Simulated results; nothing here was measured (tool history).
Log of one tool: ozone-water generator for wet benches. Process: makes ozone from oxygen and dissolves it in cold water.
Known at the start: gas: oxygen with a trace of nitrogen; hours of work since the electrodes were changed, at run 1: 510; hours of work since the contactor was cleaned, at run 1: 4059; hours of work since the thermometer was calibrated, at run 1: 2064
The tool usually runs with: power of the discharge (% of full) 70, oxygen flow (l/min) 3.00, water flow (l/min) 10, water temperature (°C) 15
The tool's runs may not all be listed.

run	day	power of the discharge (% of full)	oxygen flow (l/min)	water flow (l/min)	water temperature (°C)	hours of work since the electrodes were changed	hours of work since the contactor was cleaned	hours of work since the thermometer was calibrated	dissolved ozone (ppm)	ozone in the gas ahead of the water (g/m3)
1	0.000	70	3.00	10	15	510	4059	2064	23.7	268.3
2	1.975	61	3.00	10	15	540	4089	2095	20.6	238.9
3	3.404	70	3.00	16	15	562	4111	2117	13.5	269.6
4	5.329	70	3.00	16	15	592	4141	2146	13.5	269.8
5	7.429	70	3.00	10	21	624	4173	2178	21.1	271.1
6	8.500	70	3.00	10	21	640	4190	2195	21.1	269.3
7	9.371	70	3.00	10	21	654	4203	2208	21.2	269.6
8	11.271	70	3.00	10	10	683	4232	2237	25.0	265.5
9	13.300	51	3.00	10	15	714	4263	2269	17.7	204.5
10	14.296	51	3.00	10	15	729	4279	2284	17.5	204.2
11	15.425	70	3.00	10	15	747	4296	2301	23.1	270.2
12	17.017	70	3.00	10	15	771	4321	2326	22.8	267.1
13	18.308	70	3.00	10	15	791	4340	2346	22.8	267.8
14	19.808	55	3.00	9	21	814	4364	2369	18.8	217.5
15	20.804	80	2.18	13	20	829	4379	2384	18.1	366.7
16	21.942	70	3.28	10	15	847	4396	2402	22.6	248.3
17	23.717	70	3.28	10	15	874	4424	2429	22.5	251.7
18	25.062	70	1.65	10	12	895	4444	2450	24.1	393.3
19	26.804	69	1.65	10	21	922	4471	2476	21.3	385.0
20	28.612	69	1.65	10	21	949	4499	2504	21.7	384.9
21	29.783	69	1.65	10	21	968	4517	2522	21.8	386.0
22	31.283	69	1.65	10	21	991	4540	2545	21.3	384.1
23	32.517	69	1.65	10	21	1010	4559	2564	21.5	386.9
24	34.321	72	1.68	12	13	1037	4587	2592	19.2	394.8
25	35.479	71	1.82	10	15	1055	4605	2610	23.5	371.9

What does the tool deliver on the next run?
26	36.783	71	1.82	10	15	1075	4625	2630	?	?

dissolved ozone (ppm): 23.6
ozone in the gas ahead of the water (g/m3): 366.2
Were there no unlogged condition in the tool, this run, its random variation unchanged, would have produced dissolved ozone (ppm) 27.7, ozone in the gas ahead of the water (g/m3) 382.6.

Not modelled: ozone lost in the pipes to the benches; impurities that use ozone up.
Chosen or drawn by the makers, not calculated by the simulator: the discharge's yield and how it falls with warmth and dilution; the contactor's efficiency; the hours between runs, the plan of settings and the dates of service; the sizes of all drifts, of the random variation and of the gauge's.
